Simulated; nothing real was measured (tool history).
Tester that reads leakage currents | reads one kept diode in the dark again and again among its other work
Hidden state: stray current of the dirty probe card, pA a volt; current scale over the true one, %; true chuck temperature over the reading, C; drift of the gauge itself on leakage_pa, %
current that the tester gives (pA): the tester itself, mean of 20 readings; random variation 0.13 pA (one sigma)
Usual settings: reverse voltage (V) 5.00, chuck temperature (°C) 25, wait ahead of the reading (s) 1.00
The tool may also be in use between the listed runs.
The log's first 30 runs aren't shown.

run,hour,reverse voltage (V),chuck temperature (°C),wait ahead of the reading (s),hours of work since the probe card was cleaned,hours of work since the tester was calibrated,hours of work since the chuck was calibrated,current that the tester gives (pA)
31,1235.6,3.95,51,6.12,1937,1797,811,212.57
32,1284.5,7.09,25,0.86,1967,1827,841,51.80
33,1313.1,3.57,25,0.86,1985,1845,859,37.91
34,1350.4,3.57,25,0.86,2008,1868,882,37.91
35,1404.2,6.86,51,0.86,2042,1902,916,260.45
36,1440.7,5.00,25,0.57,2064,1924,939,44.67
37,1489.1,1.99,25,2.83,2094,1955,969,29.33
38,1523.2,1.99,25,2.83,2116,1976,990,29.15
39,1564.1,2.02,22,7.32,2141,2001,1015,23.74

4 ways to go on from here, each from the tool as it stands after run 39. What would each give?
A,1601.6,4.15,22,7.32,2164,2025,1039,?
B,1601.6,2.88,32,2.41,2164,2025,1039,?
C,1601.6,2.02,22,2.23,2164,2025,1039,?
D,1601.6,10.31,25,1.00,2164,2025,1039,?

run,current that the tester gives (pA)
A,32.46
B,54.30
C,23.82
D,62.12
Without the tool's hidden state the same runs would have given:
run,current that the tester gives (pA)
A,29.74
B,54.62
C,23.10
D,53.73

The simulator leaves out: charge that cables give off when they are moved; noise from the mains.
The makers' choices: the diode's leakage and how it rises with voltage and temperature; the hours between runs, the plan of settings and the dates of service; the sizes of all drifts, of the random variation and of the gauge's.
